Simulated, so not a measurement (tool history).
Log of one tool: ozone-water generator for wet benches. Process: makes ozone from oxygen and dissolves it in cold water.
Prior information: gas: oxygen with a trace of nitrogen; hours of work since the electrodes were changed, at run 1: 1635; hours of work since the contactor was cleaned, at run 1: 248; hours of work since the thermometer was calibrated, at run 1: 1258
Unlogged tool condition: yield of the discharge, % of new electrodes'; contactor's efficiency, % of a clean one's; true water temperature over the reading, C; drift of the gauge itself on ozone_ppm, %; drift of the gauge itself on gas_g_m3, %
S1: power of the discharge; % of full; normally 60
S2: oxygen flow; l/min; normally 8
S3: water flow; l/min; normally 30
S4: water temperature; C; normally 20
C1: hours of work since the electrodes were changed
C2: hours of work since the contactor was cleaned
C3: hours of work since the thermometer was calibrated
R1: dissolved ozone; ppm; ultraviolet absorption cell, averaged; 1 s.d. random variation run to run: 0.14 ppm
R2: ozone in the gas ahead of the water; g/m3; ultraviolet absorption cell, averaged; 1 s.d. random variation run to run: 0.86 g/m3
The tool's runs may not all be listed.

| run | hour | S1 | S2 | S3 | S4 | C1 | C2 | C3 | R1 | R2 |
|---|---|---|---|---|---|---|---|---|---|---|
| 1 | 0 | 60 | 8 | 30 | 20 | 1635 | 248 | 1258 | 15.3 | 135.6 |
| 2 | 107.8 | 60 | 8 | 30 | 20 | 1700 | 313 | 1323 | 15.2 | 137.6 |
| 3 | 177 | 60 | 8 | 30 | 17 | 1741 | 355 | 1364 | 16.3 | 137.1 |
| 4 | 240.3 | 60 | 8 | 30 | 20 | 1780 | 393 | 1403 | 15.2 | 136.7 |
| 5 | 285.2 | 60 | 8 | 30 | 20 | 1807 | 420 | 1430 | 15.3 | 136.3 |
| 6 | 361.1 | 60 | 8 | 30 | 20 | 1852 | 466 | 1475 | 15.2 | 135.7 |
| 7 | 415.8 | 60 | 8 | 30 | 20 | 1885 | 499 | 1508 | 15 | 136.6 |
| 8 | 475.6 | 60 | 8 | 30 | 20 | 1921 | 535 | 1544 | 15.2 | 137 |
| 9 | 553.1 | 60 | 8 | 30 | 20 | 1968 | 582 | 1591 | 15.4 | 136.2 |
| 10 | 642.1 | 60 | 8 | 30 | 20 | 2022 | 635 | 1645 | 14.9 | 136.9 |
| 11 | 713.6 | 60 | 6.36 | 30 | 20 | 2065 | 678 | 1688 | 14.7 | 149.4 |
| 12 | 803.7 | 60 | 6.36 | 30 | 20 | 2119 | 733 | 1742 | 14.4 | 148.7 |
| 13 | 884.1 | 60 | 6.36 | 30 | 20 | 2168 | 781 | 1791 | 14.6 | 149.9 |
| 14 | 967.2 | 60 | 6.36 | 30 | 14 | 2218 | 831 | 1841 | 15.7 | 148.2 |
| 15 | 1038.1 | 60 | 6.36 | 30 | 14 | 2260 | 874 | 1883 | 15.7 | 150.1 |
| 16 | 1146.4 | 60 | 6.36 | 38 | 14 | 2326 | 939 | 1949 | 12.5 | 148.8 |
| 17 | 1194.1 | 60 | 8 | 30 | 20 | 2354 | 968 | 1977 | 14.9 | 136 |
| 18 | 1266.7 | 63 | 8 | 30 | 20 | 2398 | 1012 | 2021 | 15.5 | 140.6 |
| 19 | 1359.5 | 60 | 8 | 30 | 17 | 2454 | 1067 | 2077 | 15.6 | 133.5 |
| 20 | 1446.6 | 73 | 6.14 | 30 | 19 | 2506 | 1120 | 2130 | 16.9 | 171.8 |
| 21 | 1524.9 | 73 | 6.14 | 30 | 19 | 2554 | 1167 | 2177 | 16.6 | 172.8 |
| 22 | 1606.1 | 60 | 10.34 | 30 | 20 | 2603 | 1216 | 2226 | 15.1 | 120.2 |
| 23 | 1679.3 | 60 | 6.09 | 40 | 20 | 2647 | 1260 | 2270 | 11 | 151.4 |
| 24 | 1778.7 | 60 | 10.14 | 40 | 17 | 2707 | 1320 | 2330 | 12.8 | 122.1 |
| 25 | 1875.9 | 60 | 10.14 | 40 | 17 | 2765 | 1379 | 2388 | 12.3 | 120.9 |
| 26 | 1942.6 | 60 | 10.14 | 40 | 17 | 2805 | 1419 | 2428 | 12.8 | 122 |
| 27 | 2030.6 | 59 | 10.14 | 21 | 17 | 2858 | 1472 | 2481 | 19.8 | 119.6 |
| 28 | 2093.9 | 59 | 8.34 | 21 | 15 | 2897 | 1510 | 2520 | 20.4 | 128 |
| 29 | 2171.7 | 59 | 8.1 | 18 | 20 | 2943 | 1557 | 2566 | 20.4 | 131.7 |
| 30 | 2240.9 | 59 | 10.85 | 18 | 26 | 2985 | 1599 | 2608 | 17.7 | 116 |
|  | 2332.7 | water thermometer calibrated |
| 31 | 2333.4 | 42 | 4.11 | 18 | 18 | 3041 | 1654 | 0 | 16 | 138 |
| 32 | 2418.7 | 42 | 9.12 | 18 | 12 | 3092 | 1705 | 52 | 18.7 | 99.9 |
| 33 | 2497 | 87 | 6.23 | 22 | 20 | 3139 | 1753 | 99 | 23 | 191.3 |

For each entry between runs, how does the tool's hidden state at the last listed run before it compare with that at the first listed run after it?
Between runs 30 and 31: water thermometer calibrated (hour 2332.7)
  yield of the discharge, % of new electrodes': 94.3 -> 94.2; contactor's efficiency, % of a clean one's: 97.2 -> 97.1; true water temperature over the reading, C: 0.13 -> 0.08
  measured value less the no-hidden-state value, R1: -1.1 -> -0.8 ppm; R2: -6.1 -> -5.4 g/m3

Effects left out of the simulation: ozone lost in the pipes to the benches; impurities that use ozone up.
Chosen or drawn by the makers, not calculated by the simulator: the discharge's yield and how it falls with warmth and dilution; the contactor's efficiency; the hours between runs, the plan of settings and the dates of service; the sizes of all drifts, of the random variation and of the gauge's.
